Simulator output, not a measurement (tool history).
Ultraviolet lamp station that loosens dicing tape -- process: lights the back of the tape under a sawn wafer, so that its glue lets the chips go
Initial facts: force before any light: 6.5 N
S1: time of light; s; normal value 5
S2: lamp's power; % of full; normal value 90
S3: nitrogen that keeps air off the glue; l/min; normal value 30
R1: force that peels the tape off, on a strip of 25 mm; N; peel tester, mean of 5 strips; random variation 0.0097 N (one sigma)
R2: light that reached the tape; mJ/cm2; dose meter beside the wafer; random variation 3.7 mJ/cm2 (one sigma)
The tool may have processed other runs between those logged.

{"run": 1, "hour": 0.0, "S1": 5, "S2": 90, "S3": 30, "R1": 0.457, "R2": 586}
{"run": 2, "hour": 6.8, "S1": 5, "S2": 90, "S3": 30, "R1": 0.444, "R2": 586}
{"run": 3, "hour": 21.4, "S1": 5, "S2": 90, "S3": 42, "R1": 0.381, "R2": 577}
{"run": 4, "hour": 32.2, "S1": 5, "S2": 90, "S3": 42, "R1": 0.37, "R2": 583}
{"run": 5, "hour": 40.6, "S1": 5, "S2": 90, "S3": 42, "R1": 0.374, "R2": 579}
{"run": 6, "hour": 48.8, "S1": 5, "S2": 90, "S3": 42, "R1": 0.386, "R2": 583}
{"run": 7, "hour": 56.0, "S1": 3, "S2": 90, "S3": 30, "R1": 1.126, "R2": 340}
{"run": 8, "hour": 68.2, "S1": 3, "S2": 90, "S3": 30, "R1": 1.105, "R2": 344}
{"run": 9, "hour": 85.1, "S1": 3, "S2": 90, "S3": 30, "R1": 1.137, "R2": 345}
{"run": 10, "hour": 95.9, "S1": 5, "S2": 90, "S3": 30, "R1": 0.47, "R2": 574}
{"run": 11, "hour": 105.9, "S1": 5, "S2": 90, "S3": 30, "R1": 0.475, "R2": 572}
{"run": 12, "hour": 120.8, "S1": 5, "S2": 90, "S3": 30, "R1": 0.456, "R2": 568}
{"run": 13, "hour": 136.7, "S1": 5, "S2": 90, "S3": 30, "R1": 0.489, "R2": 563}
{"run": 14, "hour": 144.9, "S1": 5, "S2": 90, "S3": 30, "R1": 0.471, "R2": 564}
{"run": 15, "hour": 155.4, "S1": 5, "S2": 90, "S3": 30, "R1": 0.453, "R2": 565}
{"run": 16, "hour": 166.6, "S1": 5, "S2": 90, "S3": 30, "R1": 0.497, "R2": 560}
{"run": 17, "hour": 181.7, "S1": 5, "S2": 90, "S3": 30, "R1": 0.475, "R2": 563}
{"run": 18, "hour": 197.4, "S1": 5, "S2": 90, "S3": 30, "R1": 0.483, "R2": 557}
{"run": 19, "hour": 208.7, "S1": 5, "S2": 90, "S3": 30, "R1": 0.511, "R2": 563}
{"run": 20, "hour": 223.0, "S1": 5, "S2": 90, "S3": 30, "R1": 0.5, "R2": 553}
{"run": 21, "hour": 234.4, "S1": 5, "S2": 90, "S3": 30, "R1": 0.499, "R2": 555}
{"run": 22, "hour": 242.3, "S1": 5, "S2": 90, "S3": 27, "R1": 0.543, "R2": 551}
{"run": 23, "hour": 252.1, "S1": 3, "S2": 90, "S3": 12, "R1": 2.012, "R2": 328}
{"run": 24, "hour": 267.9, "S1": 9, "S2": 68, "S3": 10, "R1": 0.629, "R2": 748}
{"run": 25, "hour": 284.6, "S1": 5, "S2": 100, "S3": 17, "R1": 0.652, "R2": 605}
{"run": 26, "hour": 295.1, "S1": 2, "S2": 86, "S3": 30, "R1": 2.141, "R2": 212}
{"run": 27, "hour": 305.4, "S1": 9, "S2": 83, "S3": 32, "R1": 0.283, "R2": 888}
{"run": 28, "hour": 318.6, "S1": 5, "S2": 60, "S3": 30, "R1": 1.055, "R2": 360}
{"run": 29, "hour": 333.4, "S1": 5, "S2": 60, "S3": 30, "R1": 1.06, "R2": 359}
{"run": 30, "hour": 340.5, "S1": 7, "S2": 87, "S3": 30, "R1": 0.33, "R2": 725}
{"run": 31, "hour": 351.5, "S1": 3, "S2": 65, "S3": 51, "R1": 1.466, "R2": 229}
{"hour": 358.4, "done": "window cleaned of glue's vapour"}
{"run": 32, "hour": 362.9, "S1": 2, "S2": 79, "S3": 34, "R1": 2.097, "R2": 197}
{"run": 33, "hour": 370.7, "S1": 2, "S2": 81, "S3": 30, "R1": 2.157, "R2": 205}
{"run": 34, "hour": 385.9, "S1": 2, "S2": 81, "S3": 30, "R1": 2.172, "R2": 202}
{"run": 35, "hour": 395.7, "S1": 3, "S2": 90, "S3": 14, "R1": 1.688, "R2": 336}
{"run": 36, "hour": 406.4, "S1": 2, "S2": 93, "S3": 31, "R1": 1.859, "R2": 233}
{"run": 37, "hour": 421.0, "S1": 3, "S2": 93, "S3": 11, "R1": 1.872, "R2": 345}
{"run": 38, "hour": 428.1, "S1": 2, "S2": 92, "S3": 19, "R1": 2.356, "R2": 229}
{"run": 39, "hour": 444.4, "S1": 5, "S2": 90, "S3": 30, "R1": 0.507, "R2": 552}
{"run": 40, "hour": 455.0, "S1": 3, "S2": 90, "S3": 44, "R1": 0.916, "R2": 333}
{"run": 41, "hour": 470.9, "S1": 3, "S2": 90, "S3": 44, "R1": 0.941, "R2": 329}
{"run": 42, "hour": 485.0, "S1": 5, "S2": 90, "S3": 12, "R1": 0.993, "R2": 544}
{"run": 43, "hour": 496.2, "S1": 5, "S2": 90, "S3": 12, "R1": 0.94, "R2": 552}
{"run": 44, "hour": 509.6, "S1": 7, "S2": 70, "S3": 20, "R1": 0.591, "R2": 593}

Branching from run 44: 3 alternative next runs. What would each branch give?
{"run": "A", "hour": 522.6, "S1": 6, "S2": 90, "S3": 30, "R1": "?", "R2": "?"}
{"run": "B", "hour": 522.6, "S1": 3, "S2": 92, "S3": 32, "R1": "?", "R2": "?"}
{"run": "C", "hour": 522.6, "S1": 5, "S2": 90, "S3": 45, "R1": "?", "R2": "?"}

run=A R1=0.39 R2=658
run=B R1=1.078 R2=330
run=C R1=0.399 R2=548
Without the tool's unlogged condition, the same runs would have read:
run=A R1=0.331 R2=750
run=B R1=0.872 R2=377
run=C R1=0.333 R2=624

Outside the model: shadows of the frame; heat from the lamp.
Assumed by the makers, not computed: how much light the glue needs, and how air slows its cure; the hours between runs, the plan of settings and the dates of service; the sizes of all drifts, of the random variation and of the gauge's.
